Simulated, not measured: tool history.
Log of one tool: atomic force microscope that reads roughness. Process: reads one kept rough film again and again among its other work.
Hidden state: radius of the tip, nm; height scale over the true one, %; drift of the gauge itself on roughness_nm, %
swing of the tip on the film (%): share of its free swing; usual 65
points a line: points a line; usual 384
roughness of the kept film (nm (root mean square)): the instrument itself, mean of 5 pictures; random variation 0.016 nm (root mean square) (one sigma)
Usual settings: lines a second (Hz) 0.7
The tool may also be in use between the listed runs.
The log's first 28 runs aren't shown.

run	hour	lines a second (Hz)	swing of the tip on the film (%)	points a line	pictures with this tip	hours of work since the height scale was calibrated	roughness of the kept film (nm (root mean square))
# hour 1593.4: new tip fitted
29	1615.4	0.7	80	329	36	1229	3.398
# hour 1652.6: new tip fitted
30	1689.5	1.98	56	380	61	1284	3.215
# hour 1708.5: new tip fitted
31	1758.2	1.98	56	380	81	1336	3.049
# hour 1764.8: new tip fitted
# hour 1821.1: new tip fitted
32	1835.5	0.7	88	581	23	1393	3.553
# hour 1878.8: new tip fitted
33	1909	0.868	75	911	49	1448	3.347
# hour 1935.5: new tip fitted
34	1979.4	2.925	75	911	71	1501	2.799
# hour 1995.6: new tip fitted
35	2038.5	1.222	60	541	70	1545	3.238
# hour 2050.3: new tip fitted
# hour 2109.7: new tip fitted
36	2116.7	0.655	65	359	12	1604	3.779
# hour 2167.2: new tip fitted
37	2183.3	0.6	78	384	27	1654	3.611
# hour 2225.4: new tip fitted
38	2235.1	0.57	66	384	16	1692	3.752
39	2266.4	0.7	67	384	67	1716	3.248
# hour 2280.2: new tip fitted
40	2310.7	0.701	55	483	50	1749	3.478
# hour 2339.7: new tip fitted
41	2365	0.58	77	384	42	1790	3.421
# hour 2393.9: new tip fitted
42	2437.6	0.58	77	384	71	1844	3.149
# hour 2449.4: new tip fitted
43	2475.8	0.58	77	384	43	1873	3.387
# hour 2504.7: new tip fitted
44	2528.9	2.692	75	428	39	1913	3.122
# hour 2559: new tip fitted
45	2561.5	2.708	71	321	4	1937	3.482
# hour 2574.9: height scale calibrated on a step standard
# hour 2617.3: new tip fitted
46	2640.4	1.128	65	519	38	49	3.443
# hour 2674.2: new tip fitted
47	2701	1.128	65	519	44	95	3.285
# hour 2730.6: new tip fitted
48	2750.5	0.7	67	384	33	132	3.539

4 ways to go on from here, each from the tool as it stands after run 48. What would each give?
# hour 2789.6: new tip fitted
A	2818.2	1.834	70	1001	46	182	?
# hour 2789.6: new tip fitted
B	2818.2	0.7	90	486	46	182	?
# hour 2789.6: new tip fitted
C	2818.2	0.7	67	469	46	182	?
# hour 2789.6: new tip fitted
D	2818.2	3.03	65	384	46	182	?

run	roughness of the kept film (nm (root mean square))
A	3.184
B	3.163
C	3.347
D	3.096
Without the tool's hidden state the same runs would have given:
run	roughness of the kept film (nm (root mean square))
A	3.72
B	3.695
C	3.911
D	3.617
